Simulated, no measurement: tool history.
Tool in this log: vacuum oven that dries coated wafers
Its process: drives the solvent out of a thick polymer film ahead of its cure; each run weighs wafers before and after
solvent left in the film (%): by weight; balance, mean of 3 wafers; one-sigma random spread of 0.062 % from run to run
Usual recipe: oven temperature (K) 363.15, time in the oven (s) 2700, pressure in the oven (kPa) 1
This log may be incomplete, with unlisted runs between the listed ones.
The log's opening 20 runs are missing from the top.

| run | hour | oven temperature (K) | time in the oven (s) | pressure in the oven (kPa) | solvent left in the film (%) |
|---|---|---|---|---|---|
| 21 | 244.4 | 363.15 | 2460 | 1 | 4.69 |
| 22 | 256.5 | 363.15 | 2460 | 1 | 4.49 |
| 23 | 268.5 | 363.15 | 2460 | 1 | 4.64 |
| 24 | 282.7 | 356.15 | 2700 | 1 | 6.64 |
| 25 | 295.5 | 356.15 | 2700 | 1 | 6.63 |
| 26 | 307 | 373.15 | 3300 | 1 | 1.09 |
| 27 | 322.8 | 354.15 | 2040 | 1 | 8.31 |
| 28 | 334.2 | 354.15 | 2040 | 1 | 8.31 |
| 29 | 342.6 | 372.15 | 2220 | 1.17 | 2.29 |
| 30 | 357.9 | 372.15 | 2220 | 1.17 | 2.37 |
| 31 | 375.3 | 372.15 | 2220 | 1.17 | 2.21 |
| 32 | 388.7 | 363.15 | 3660 | 1.47 | 3.21 |
| 33 | 405.9 | 363.15 | 4500 | 1 | 2.41 |
| 34 | 416.5 | 362.15 | 2880 | 1 | 4.34 |
| 35 | 434 | 374.15 | 2700 | 0.6 | 1.18 |
| 36 | 446.3 | 374.15 | 2700 | 0.6 | 1.13 |

Run 37 is up next; what results do you expect?
| 37 | 454.5 | 376.15 | 1500 | 1.17 | ? |

{"run 37": {"solvent left in the film (%)": 2.78}}
Take away the tool's hidden state, keep the run-to-run variation as it was, and the same run would have given solvent left in the film (%) 2.77.

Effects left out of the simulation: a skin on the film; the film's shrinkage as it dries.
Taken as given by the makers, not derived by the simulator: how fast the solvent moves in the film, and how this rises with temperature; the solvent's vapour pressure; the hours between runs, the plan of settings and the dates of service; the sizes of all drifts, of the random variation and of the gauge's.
